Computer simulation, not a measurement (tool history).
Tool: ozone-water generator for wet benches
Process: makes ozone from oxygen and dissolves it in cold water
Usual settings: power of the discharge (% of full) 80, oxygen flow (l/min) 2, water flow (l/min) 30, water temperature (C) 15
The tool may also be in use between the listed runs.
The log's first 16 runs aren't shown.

run,hour,power of the discharge (% of full),oxygen flow (l/min),water flow (l/min),water temperature (C),dissolved ozone (ppm),ozone in the gas ahead of the water (g/m3)
17,1006.8,80,1.12,30,15,7.1,244
18,1046.3,80,1.12,30,15,6.9,246.1
19,1125.4,47,2.7,43,12,3.7,94.3
20,1168.3,56,2,30,15,6.2,130.7
21,1224.5,49,2,37,15,4.4,115.9
22,1263.8,74,2,37,15,6.1,159.1
23,1348,67,2.07,42,13,4.5,145.1
24,1397.4,69,1.03,30,12,6,226.6
25,1447.7,69,1.03,22,16,8.4,228.1
26,1530.4,52,3.21,30,9,6.6,91
27,1592.3,52,3.21,23,9,8.4,91.6
28,1638.3,80,1.64,30,11,8,190.4
29,1675.4,80,1.64,30,11,7.7,190.4
30,1719,80,1.64,30,11,7.8,191.4
31,1788.3,58,2.89,30,10,6.9,105.6
32,1862.5,58,2.89,30,10,6.9,105.6
33,1919.8,58,2.89,30,10,6.8,105.8

Forecast each of these 3 alternatives for the next run:
A,1995.5,46,1.65,30,10,?,?
B,1995.5,80,2.15,30,15,?,?
C,1995.5,80,2,32,15,?,?

run,dissolved ozone (ppm),ozone in the gas ahead of the water (g/m3)
A,4.9,124.8
B,7.8,159.3
C,7,167.3
Without the tool's hidden state the same runs would have given:
run,dissolved ozone (ppm),ozone in the gas ahead of the water (g/m3)
A,5.2,132.6
B,8.7,176.6
C,7.9,185.3

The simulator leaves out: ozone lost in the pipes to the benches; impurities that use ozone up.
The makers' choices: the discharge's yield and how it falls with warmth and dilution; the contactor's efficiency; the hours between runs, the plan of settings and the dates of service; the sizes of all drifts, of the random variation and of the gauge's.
